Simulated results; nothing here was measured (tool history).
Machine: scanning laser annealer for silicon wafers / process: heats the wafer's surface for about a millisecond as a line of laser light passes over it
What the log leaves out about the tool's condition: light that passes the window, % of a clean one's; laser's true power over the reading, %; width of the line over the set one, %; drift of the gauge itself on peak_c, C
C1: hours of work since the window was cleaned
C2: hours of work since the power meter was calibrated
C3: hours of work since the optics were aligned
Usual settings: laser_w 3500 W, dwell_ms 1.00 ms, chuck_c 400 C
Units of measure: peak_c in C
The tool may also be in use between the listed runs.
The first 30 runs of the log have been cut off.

{"run": 31, "day": 26.962, "laser_w": 3005, "dwell_ms": 1.21, "chuck_c": 363, "C1": 168, "C2": 1174, "C3": 983, "peak_c": 1102}
{"run": 32, "day": 27.471, "laser_w": 3005, "dwell_ms": 1.21, "chuck_c": 363, "C1": 176, "C2": 1182, "C3": 991, "peak_c": 1102}
{"run": 33, "day": 28.596, "laser_w": 3637, "dwell_ms": 1.13, "chuck_c": 438, "C1": 194, "C2": 1200, "C3": 1008, "peak_c": 1302}
{"run": 34, "day": 29.7, "laser_w": 3607, "dwell_ms": 0.92, "chuck_c": 416, "C1": 211, "C2": 1217, "C3": 1026, "peak_c": 1185}
{"run": 35, "day": 30.933, "laser_w": 3500, "dwell_ms": 0.82, "chuck_c": 375, "C1": 231, "C2": 1237, "C3": 1045, "peak_c": 1077}
{"run": 36, "day": 31.862, "laser_w": 3500, "dwell_ms": 0.82, "chuck_c": 375, "C1": 245, "C2": 1251, "C3": 1060, "peak_c": 1076}
{"run": 37, "day": 32.696, "laser_w": 3535, "dwell_ms": 1.02, "chuck_c": 414, "C1": 258, "C2": 1264, "C3": 1073, "peak_c": 1202}
{"run": 38, "day": 33.883, "laser_w": 3535, "dwell_ms": 1.02, "chuck_c": 414, "C1": 277, "C2": 1283, "C3": 1091, "peak_c": 1201}
{"run": 39, "day": 34.9, "laser_w": 3472, "dwell_ms": 1.02, "chuck_c": 414, "C1": 293, "C2": 1299, "C3": 1107, "peak_c": 1185}
{"run": 40, "day": 35.483, "laser_w": 3395, "dwell_ms": 1.21, "chuck_c": 363, "C1": 302, "C2": 1308, "C3": 1117, "peak_c": 1182}
{"run": 41, "day": 36.129, "laser_w": 3626, "dwell_ms": 0.75, "chuck_c": 400, "C1": 312, "C2": 1318, "C3": 1127, "peak_c": 1087}

Predict each of these 4 candidate next runs independently; none follows another, all start after run 41:
{"run": "A", "day": 36.7, "laser_w": 3672, "dwell_ms": 0.83, "chuck_c": 371, "C1": 321, "C2": 1327, "C3": 1136, "peak_c": "?"}
{"run": "B", "day": 36.7, "laser_w": 3397, "dwell_ms": 0.72, "chuck_c": 400, "C1": 321, "C2": 1327, "C3": 1136, "peak_c": "?"}
{"run": "C", "day": 36.7, "laser_w": 3255, "dwell_ms": 1.0, "chuck_c": 400, "C1": 321, "C2": 1327, "C3": 1136, "peak_c": "?"}
{"run": "D", "day": 36.7, "laser_w": 3500, "dwell_ms": 1.18, "chuck_c": 372, "C1": 321, "C2": 1327, "C3": 1136, "peak_c": "?"}

run=A peak_c=1100
run=B peak_c=1028
run=C peak_c=1111
run=D peak_c=1208
Without the tool's hidden state the same runs would have given:
run=A peak_c=1149
run=B peak_c=1070
run=C peak_c=1158
run=D peak_c=1264
